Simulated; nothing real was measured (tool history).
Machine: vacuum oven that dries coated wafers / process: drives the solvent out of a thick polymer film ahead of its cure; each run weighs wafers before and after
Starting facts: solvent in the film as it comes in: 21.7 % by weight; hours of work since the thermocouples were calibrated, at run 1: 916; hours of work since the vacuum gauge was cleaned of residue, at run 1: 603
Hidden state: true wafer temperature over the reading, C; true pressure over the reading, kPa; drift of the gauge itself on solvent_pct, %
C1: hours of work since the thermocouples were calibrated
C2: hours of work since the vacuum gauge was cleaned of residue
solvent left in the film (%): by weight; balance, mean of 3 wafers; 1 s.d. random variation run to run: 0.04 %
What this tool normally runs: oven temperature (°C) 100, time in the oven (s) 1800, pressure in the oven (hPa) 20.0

run 1 hour=0.0 | oven_temperature_(°C)=100 time_in_the_oven_(s)=1800 pressure_in_the_oven_(hPa)=20.0 | C1=916 C2=603 | solvent_left_in_the_film_(%)=3.61
run 2 hour=11.0 | oven_temperature_(°C)=100 time_in_the_oven_(s)=1800 pressure_in_the_oven_(hPa)=20.0 | C1=925 C2=611 | solvent_left_in_the_film_(%)=3.56
run 3 hour=20.5 | oven_temperature_(°C)=100 time_in_the_oven_(s)=1800 pressure_in_the_oven_(hPa)=20.0 | C1=932 C2=619 | solvent_left_in_the_film_(%)=3.63
run 4 hour=33.3 | oven_temperature_(°C)=100 time_in_the_oven_(s)=1800 pressure_in_the_oven_(hPa)=20.0 | C1=942 C2=629 | solvent_left_in_the_film_(%)=3.51
run 5 hour=45.8 | oven_temperature_(°C)=100 time_in_the_oven_(s)=1800 pressure_in_the_oven_(hPa)=20.0 | C1=952 C2=639 | solvent_left_in_the_film_(%)=3.48
run 6 hour=56.2 | oven_temperature_(°C)=100 time_in_the_oven_(s)=1800 pressure_in_the_oven_(hPa)=20.0 | C1=961 C2=647 | solvent_left_in_the_film_(%)=3.59
run 7 hour=68.0 | oven_temperature_(°C)=100 time_in_the_oven_(s)=1920 pressure_in_the_oven_(hPa)=20.0 | C1=970 C2=657 | solvent_left_in_the_film_(%)=3.32
run 8 hour=76.6 | oven_temperature_(°C)=100 time_in_the_oven_(s)=1920 pressure_in_the_oven_(hPa)=20.0 | C1=977 C2=663 | solvent_left_in_the_film_(%)=3.25
run 9 hour=87.7 | oven_temperature_(°C)=100 time_in_the_oven_(s)=1800 pressure_in_the_oven_(hPa)=16.8 | C1=986 C2=672 | solvent_left_in_the_film_(%)=3.40
run 10 hour=105.7 | oven_temperature_(°C)=100 time_in_the_oven_(s)=1800 pressure_in_the_oven_(hPa)=16.8 | C1=1000 C2=687 | solvent_left_in_the_film_(%)=3.41
run 11 hour=122.8 | oven_temperature_(°C)=100 time_in_the_oven_(s)=1800 pressure_in_the_oven_(hPa)=20.0 | C1=1014 C2=700 | solvent_left_in_the_film_(%)=3.55
run 12 hour=142.1 | oven_temperature_(°C)=100 time_in_the_oven_(s)=1800 pressure_in_the_oven_(hPa)=20.0 | C1=1029 C2=716 | solvent_left_in_the_film_(%)=3.50
run 13 hour=155.6 | oven_temperature_(°C)=100 time_in_the_oven_(s)=1800 pressure_in_the_oven_(hPa)=20.0 | C1=1040 C2=726 | solvent_left_in_the_film_(%)=3.56
run 14 hour=168.5 | oven_temperature_(°C)=100 time_in_the_oven_(s)=1800 pressure_in_the_oven_(hPa)=20.0 | C1=1050 C2=736 | solvent_left_in_the_film_(%)=3.53
run 15 hour=179.7 | oven_temperature_(°C)=100 time_in_the_oven_(s)=1800 pressure_in_the_oven_(hPa)=20.0 | C1=1059 C2=745 | solvent_left_in_the_film_(%)=3.52
run 16 hour=188.7 | oven_temperature_(°C)=99 time_in_the_oven_(s)=1800 pressure_in_the_oven_(hPa)=20.0 | C1=1066 C2=753 | solvent_left_in_the_film_(%)=3.83
run 17 hour=207.0 | oven_temperature_(°C)=100 time_in_the_oven_(s)=2040 pressure_in_the_oven_(hPa)=20.0 | C1=1081 C2=767 | solvent_left_in_the_film_(%)=2.94
run 18 hour=220.2 | oven_temperature_(°C)=99 time_in_the_oven_(s)=2040 pressure_in_the_oven_(hPa)=20.0 | C1=1091 C2=778 | solvent_left_in_the_film_(%)=3.23
run 19 hour=232.4 | oven_temperature_(°C)=99 time_in_the_oven_(s)=1800 pressure_in_the_oven_(hPa)=20.0 | C1=1101 C2=787 | solvent_left_in_the_film_(%)=3.86
run 20 hour=250.9 | oven_temperature_(°C)=100 time_in_the_oven_(s)=1800 pressure_in_the_oven_(hPa)=28.0 | C1=1115 C2=802 | solvent_left_in_the_film_(%)=3.83
run 21 hour=266.4 | oven_temperature_(°C)=100 time_in_the_oven_(s)=1800 pressure_in_the_oven_(hPa)=28.0 | C1=1128 C2=814 | solvent_left_in_the_film_(%)=3.86
run 22 hour=277.8 | oven_temperature_(°C)=100 time_in_the_oven_(s)=1800 pressure_in_the_oven_(hPa)=28.0 | C1=1137 C2=823 | solvent_left_in_the_film_(%)=3.80
run 23 hour=286.9 | oven_temperature_(°C)=100 time_in_the_oven_(s)=1800 pressure_in_the_oven_(hPa)=28.0 | C1=1144 C2=831 | solvent_left_in_the_film_(%)=3.73
run 24 hour=295.2 | oven_temperature_(°C)=100 time_in_the_oven_(s)=1800 pressure_in_the_oven_(hPa)=28.0 | C1=1151 C2=837 | solvent_left_in_the_film_(%)=3.85
run 25 hour=307.6 | oven_temperature_(°C)=95 time_in_the_oven_(s)=1800 pressure_in_the_oven_(hPa)=26.7 | C1=1160 C2=847 | solvent_left_in_the_film_(%)=5.68
run 26 hour=318.8 | oven_temperature_(°C)=95 time_in_the_oven_(s)=1800 pressure_in_the_oven_(hPa)=26.7 | C1=1169 C2=856 | solvent_left_in_the_film_(%)=5.70
run 27 hour=327.6 | oven_temperature_(°C)=114 time_in_the_oven_(s)=1800 pressure_in_the_oven_(hPa)=20.0 | C1=1176 C2=863 | solvent_left_in_the_film_(%)=0.84
run 28 hour=338.1 | oven_temperature_(°C)=114 time_in_the_oven_(s)=1800 pressure_in_the_oven_(hPa)=20.0 | C1=1185 C2=871 | solvent_left_in_the_film_(%)=0.82
run 29 hour=346.0 | oven_temperature_(°C)=114 time_in_the_oven_(s)=1800 pressure_in_the_oven_(hPa)=20.0 | C1=1191 C2=878 | solvent_left_in_the_film_(%)=0.77
run 30 hour=363.3 | oven_temperature_(°C)=96 time_in_the_oven_(s)=2820 pressure_in_the_oven_(hPa)=20.3 | C1=1205 C2=891 | solvent_left_in_the_film_(%)=2.82
run 31 hour=377.5 | oven_temperature_(°C)=87 time_in_the_oven_(s)=1980 pressure_in_the_oven_(hPa)=68.2 | C1=1216 C2=903 | solvent_left_in_the_film_(%)=10.44
-- hour=387.3 oven's thermocouples calibrated
run 32 hour=391.1 | oven_temperature_(°C)=85 time_in_the_oven_(s)=2760 pressure_in_the_oven_(hPa)=12.8 | C1=3 C2=912 | solvent_left_in_the_film_(%)=7.04
run 33 hour=410.1 | oven_temperature_(°C)=95 time_in_the_oven_(s)=2220 pressure_in_the_oven_(hPa)=50.5 | C1=18 C2=927 | solvent_left_in_the_film_(%)=5.84
run 34 hour=424.6 | oven_temperature_(°C)=95 time_in_the_oven_(s)=2220 pressure_in_the_oven_(hPa)=50.5 | C1=30 C2=939 | solvent_left_in_the_film_(%)=5.79
run 35 hour=433.4 | oven_temperature_(°C)=99 time_in_the_oven_(s)=2220 pressure_in_the_oven_(hPa)=50.5 | C1=37 C2=946 | solvent_left_in_the_film_(%)=4.39
run 36 hour=449.7 | oven_temperature_(°C)=114 time_in_the_oven_(s)=2220 pressure_in_the_oven_(hPa)=41.0 | C1=50 C2=958 | solvent_left_in_the_film_(%)=1.31
run 37 hour=459.4 | oven_temperature_(°C)=100 time_in_the_oven_(s)=2220 pressure_in_the_oven_(hPa)=28.9 | C1=57 C2=966 | solvent_left_in_the_film_(%)=3.20
run 38 hour=477.0 | oven_temperature_(°C)=100 time_in_the_oven_(s)=2220 pressure_in_the_oven_(hPa)=28.9 | C1=71 C2=980 | solvent_left_in_the_film_(%)=3.20
run 39 hour=489.9 | oven_temperature_(°C)=100 time_in_the_oven_(s)=2220 pressure_in_the_oven_(hPa)=28.9 | C1=82 C2=990 | solvent_left_in_the_film_(%)=3.17
run 40 hour=500.8 | oven_temperature_(°C)=114 time_in_the_oven_(s)=1020 pressure_in_the_oven_(hPa)=28.9 | C1=90 C2=999 | solvent_left_in_the_film_(%)=2.46
run 41 hour=508.9 | oven_temperature_(°C)=114 time_in_the_oven_(s)=1020 pressure_in_the_oven_(hPa)=28.9 | C1=97 C2=1005 | solvent_left_in_the_film_(%)=2.53
run 42 hour=526.6 | oven_temperature_(°C)=114 time_in_the_oven_(s)=3060 pressure_in_the_oven_(hPa)=17.9 | C1=111 C2=1020 | solvent_left_in_the_film_(%)=0.65
run 43 hour=538.9 | oven_temperature_(°C)=114 time_in_the_oven_(s)=1260 pressure_in_the_oven_(hPa)=40.4 | C1=121 C2=1029 | solvent_left_in_the_film_(%)=2.09
run 44 hour=556.3 | oven_temperature_(°C)=114 time_in_the_oven_(s)=960 pressure_in_the_oven_(hPa)=40.4 | C1=134 C2=1043 | solvent_left_in_the_film_(%)=2.91
run 45 hour=575.0 | oven_temperature_(°C)=104 time_in_the_oven_(s)=2160 pressure_in_the_oven_(hPa)=20.9 | C1=149 C2=1058 | solvent_left_in_the_film_(%)=1.94
run 46 hour=586.9 | oven_temperature_(°C)=104 time_in_the_oven_(s)=2160 pressure_in_the_oven_(hPa)=20.9 | C1=159 C2=1068 | solvent_left_in_the_film_(%)=1.99
run 47 hour=606.2 | oven_temperature_(°C)=97 time_in_the_oven_(s)=1140 pressure_in_the_oven_(hPa)=20.9 | C1=174 C2=1083 | solvent_left_in_the_film_(%)=7.61

3 options for the next run, each taken on its own from the tool as it stands now. Forecast them:
run A hour=617.7 | oven_temperature_(°C)=105 time_in_the_oven_(s)=1860 pressure_in_the_oven_(hPa)=53.8 | C1=183 C2=1092 | solvent_left_in_the_film_(%)=?
run B hour=617.7 | oven_temperature_(°C)=106 time_in_the_oven_(s)=1980 pressure_in_the_oven_(hPa)=25.8 | C1=183 C2=1092 | solvent_left_in_the_film_(%)=?
run C hour=617.7 | oven_temperature_(°C)=87 time_in_the_oven_(s)=1560 pressure_in_the_oven_(hPa)=22.1 | C1=183 C2=1092 | solvent_left_in_the_film_(%)=?

run=A solvent_left_in_the_film_(%)=3.40
run=B solvent_left_in_the_film_(%)=1.97
run=C solvent_left_in_the_film_(%)=9.96
The same runs, with their run-to-run variation unchanged, on a tool lacking any hidden condition would have given:
run=A solvent_left_in_the_film_(%)=3.36
run=B solvent_left_in_the_film_(%)=1.91
run=C solvent_left_in_the_film_(%)=9.95

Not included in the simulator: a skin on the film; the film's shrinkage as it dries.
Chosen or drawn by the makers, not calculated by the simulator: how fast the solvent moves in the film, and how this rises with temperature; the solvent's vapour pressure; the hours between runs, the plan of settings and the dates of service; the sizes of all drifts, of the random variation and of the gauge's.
